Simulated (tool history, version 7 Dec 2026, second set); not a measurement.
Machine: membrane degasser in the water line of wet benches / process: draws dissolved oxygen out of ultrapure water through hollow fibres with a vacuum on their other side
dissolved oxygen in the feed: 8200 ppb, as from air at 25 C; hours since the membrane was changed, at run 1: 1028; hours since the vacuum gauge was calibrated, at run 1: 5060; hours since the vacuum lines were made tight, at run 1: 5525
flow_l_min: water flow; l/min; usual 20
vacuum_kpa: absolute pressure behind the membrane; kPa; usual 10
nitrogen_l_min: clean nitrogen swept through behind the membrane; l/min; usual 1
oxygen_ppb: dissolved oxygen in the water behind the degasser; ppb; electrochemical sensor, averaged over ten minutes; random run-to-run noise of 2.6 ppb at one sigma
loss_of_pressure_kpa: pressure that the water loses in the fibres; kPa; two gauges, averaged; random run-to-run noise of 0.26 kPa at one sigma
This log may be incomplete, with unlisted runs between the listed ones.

run,day,flow_l_min,vacuum_kpa,nitrogen_l_min,hours since the membrane was changed,hours since the vacuum gauge was calibrated,hours since the vacuum lines were made tight,oxygen_ppb,loss_of_pressure_kpa
1,0,20,10,1,1028,5060,5525,330.6,69.59
2,3.312,20,10,1,1107,5139,5604,336.7,69.04
# day 7.333: seals of the vacuum lines changed
3,7.771,20,10,1,1212,5244,10,333.5,69.11
4,10.225,20,10,1,1271,5303,69,338.5,69.28
5,13.758,20,10,1.58,1356,5388,154,234.3,69.22
6,17.621,20,10,1.58,1449,5481,247,237.9,69.48
7,19.812,20,10,1.58,1501,5533,299,233.8,69.76
8,23.1,20,10,2.27,1580,5612,378,180.2,69.64
9,26.946,20,14.4,1,1673,5705,471,516.2,69.8
10,31.025,20,14.4,1,1771,5802,569,503.2,69.71
11,35.05,20,10,2.66,1867,5899,665,162.1,69.96
12,37.858,32,10,1,1935,5966,733,639.2,111.2
13,41.804,26,10,1,2029,6061,827,474.7,90.69
14,44.871,20,7.1,2.76,2103,6135,901,109.1,69.65
# day 46.792: vacuum gauge calibrated
15,47.975,20,23.2,0.78,2177,28,975,1030.2,69.77
16,50.562,25,6.2,0.66,2239,90,1037,318.9,87.14
17,55.029,25,6.2,0.66,2346,198,1144,324.7,87.71
18,59.712,20,7.6,1,2459,310,1257,234.6,70.84
19,63.033,20,7.6,1,2538,390,1336,236.7,70.21
20,65.246,16,7.6,0.58,2591,443,1389,265.4,56.37
21,67.529,16,7.6,0.58,2646,498,1444,265.7,56.76
22,69.596,20,17.8,1,2696,547,1494,643.8,70.39
23,71.604,17,10,0.79,2744,595,1542,331.4,60.27
24,75.988,17,10,0.79,2849,701,1647,330.3,59.85
25,78.854,15,15.5,0.49,2918,769,1716,742.4,53.19
26,82.471,14,10.6,0.69,3005,856,1803,330.2,49.42

Forecast each of these 5 alternatives for the next run:
A,86.183,18,10.1,0.85,3094,945,1892,?,?
B,86.183,14,22.5,0.69,3094,945,1892,?,?
C,86.183,14,7.4,0.69,3094,945,1892,?,?
D,86.183,26,6.6,0.52,3094,945,1892,?,?
E,86.183,31,23.5,0.42,3094,945,1892,?,?

run,oxygen_ppb,loss_of_pressure_kpa
A,342.3,63.48
B,807.2,49.51
C,191,49.48
D,421.3,91.55
E,2226.3,109.79
With the hidden condition removed and each run's random variation left untouched, the same runs would have given:
run,oxygen_ppb,loss_of_pressure_kpa
A,342.2,62.09
B,807.1,48.43
C,191,48.41
D,421.1,89.55
E,2226.1,107.39

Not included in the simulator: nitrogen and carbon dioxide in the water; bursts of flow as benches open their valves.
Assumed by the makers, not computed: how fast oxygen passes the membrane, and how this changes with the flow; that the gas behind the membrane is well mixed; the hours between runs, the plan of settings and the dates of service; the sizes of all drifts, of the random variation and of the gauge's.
